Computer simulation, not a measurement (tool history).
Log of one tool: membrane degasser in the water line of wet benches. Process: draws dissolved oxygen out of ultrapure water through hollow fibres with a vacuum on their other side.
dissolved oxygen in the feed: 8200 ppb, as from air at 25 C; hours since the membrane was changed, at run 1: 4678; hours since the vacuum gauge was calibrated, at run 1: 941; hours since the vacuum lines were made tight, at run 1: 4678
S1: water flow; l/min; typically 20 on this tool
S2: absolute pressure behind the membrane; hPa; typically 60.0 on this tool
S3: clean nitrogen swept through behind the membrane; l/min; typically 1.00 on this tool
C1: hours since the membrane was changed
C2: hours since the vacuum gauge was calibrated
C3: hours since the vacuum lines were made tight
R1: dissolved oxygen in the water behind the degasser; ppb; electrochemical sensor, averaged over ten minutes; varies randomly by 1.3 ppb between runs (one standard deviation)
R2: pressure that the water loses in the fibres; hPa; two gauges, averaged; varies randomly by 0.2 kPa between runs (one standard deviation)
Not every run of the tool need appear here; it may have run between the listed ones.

| run | hour | S1 | S2 | S3 | C1 | C2 | C3 | R1 | R2 |
|---|---|---|---|---|---|---|---|---|---|
| 1 | 0.0 | 20 | 60.0 | 1.00 | 4678 | 941 | 4678 | 128.1 | 433.0 |
| 2 | 106.1 | 20 | 60.0 | 1.00 | 4784 | 1047 | 4784 | 129.8 | 431.6 |
| 3 | 199.3 | 20 | 60.0 | 1.00 | 4877 | 1141 | 4877 | 128.8 | 433.3 |
| 4 | 278.3 | 20 | 60.0 | 1.00 | 4957 | 1220 | 4957 | 125.0 | 430.9 |
| 5 | 386.1 | 20 | 60.0 | 1.00 | 5064 | 1327 | 5064 | 128.9 | 428.9 |
| 6 | 524.4 | 20 | 60.0 | 1.00 | 5203 | 1466 | 5203 | 127.1 | 428.7 |
| 7 | 649.4 | 22 | 83.9 | 2.68 | 5328 | 1591 | 5328 | 108.8 | 475.8 |
| 8 | 790.2 | 28 | 37.1 | 2.72 | 5468 | 1732 | 5468 | 40.0 | 603.5 |
| 9 | 926.3 | 16 | 94.1 | 2.72 | 5605 | 1868 | 5605 | 89.0 | 345.5 |
| 10 | 1037.5 | 20 | 43.8 | 1.00 | 5716 | 1979 | 5716 | 58.5 | 427.9 |
| 11 | 1123.3 | 20 | 43.8 | 1.00 | 5801 | 2065 | 5801 | 58.5 | 429.5 |

Each row is a separate what-if for the run after 11, all from the same tool condition, not one after another. Results?
| A | 1264.7 | 30 | 70.4 | 2.72 | 5943 | 2206 | 5943 | ? | ? |
| B | 1264.7 | 12 | 148.5 | 0.44 | 5943 | 2206 | 5943 | ? | ? |
| C | 1264.7 | 20 | 134.0 | 0.60 | 5943 | 2206 | 5943 | ? | ? |

| run | R1 | R2 |
|---|---|---|
| A | 134.4 | 647.1 |
| B | 628.7 | 258.0 |
| C | 658.8 | 432.8 |
Had the tool no hidden state, the same runs would have come out as:
| run | R1 | R2 |
|---|---|---|
| A | 134.2 | 646.7 |
| B | 628.6 | 257.8 |
| C | 658.7 | 432.5 |
